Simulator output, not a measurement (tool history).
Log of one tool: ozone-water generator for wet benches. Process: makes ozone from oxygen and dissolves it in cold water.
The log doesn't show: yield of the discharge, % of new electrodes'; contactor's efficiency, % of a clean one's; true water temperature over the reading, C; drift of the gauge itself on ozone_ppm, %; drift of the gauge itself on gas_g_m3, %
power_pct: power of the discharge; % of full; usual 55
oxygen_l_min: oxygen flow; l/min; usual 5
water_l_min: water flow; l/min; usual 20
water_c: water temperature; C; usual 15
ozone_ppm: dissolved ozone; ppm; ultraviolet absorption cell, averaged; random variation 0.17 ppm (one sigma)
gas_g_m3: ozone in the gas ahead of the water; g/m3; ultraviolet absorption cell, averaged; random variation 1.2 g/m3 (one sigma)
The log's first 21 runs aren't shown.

run    hour  power_pct  oxygen_l_min  water_l_min  water_c  hours of work since the electrodes were changed  hours of work since the contactor was cleaned  hours of work since the thermometer was calibrated  ozone_ppm  gas_g_m3
 22  2772.4         58             5           20       15                                             7800                                           1349                                                5284       24.6     229.4
 23  2870.5         70          4.86           20        8                                             7886                                           1436                                                5371       29.3     257.9
 24  3049.1         55             5           20       15                                             8044                                           1594                                                5529       23.5     223.1
 25  3176.1         87          2.75           15       15                                             8156                                           1706                                                5641       37.8     391.6
     3190.4  -- water thermometer calibrated
 26  3306.8         65             5           18       15                                             8271                                           1821                                                 103       28.5     242.1
 27  3414.1         56          3.02           17       15                                             8366                                           1916                                                 198       26.3     292.1
 28  3546.5         72             5           20       14                                             8483                                           2033                                                 315         28     259.5
 29  3701.7         72             5           20       14                                             8620                                           2170                                                 452       27.5     258.9
 30  3890.3         72          6.26           19       14                                             8787                                           2336                                                 618       29.1     232.7
 31  4051.3         72          2.99           15       10                                             8929                                           2479                                                 760       36.5     342.5
     4124.6  -- electrodes of the discharge changed
 32  4186.7         72          2.99           15       10                                               55                                           2593                                                 875       36.2     342.2
 33  4273.5         45          3.72           14        7                                              132                                           2670                                                 951       31.8     234.9
 34  4436.6         45          3.72           14        7                                              276                                           2814                                                1095       31.8     237.3

Forecast each of these 3 alternatives for the next run:
  A  4533.7         55             5           20       14                                              361                                           2899                                                1181          ?         ?
  B  4533.7         80          3.72           31       22                                              361                                           2899                                                1181          ?         ?
  C  4533.7         45          4.25           14        7                                              361                                           2899                                                1181          ?         ?

run  ozone_ppm  gas_g_m3
  A       23.8     224.8
  B       16.7     320.9
  C       32.6     220.1
Without the tool's hidden state the same runs would have given:
run  ozone_ppm  gas_g_m3
  A       23.8     218.7
  B       16.7     312.3
  C       32.6     214.1
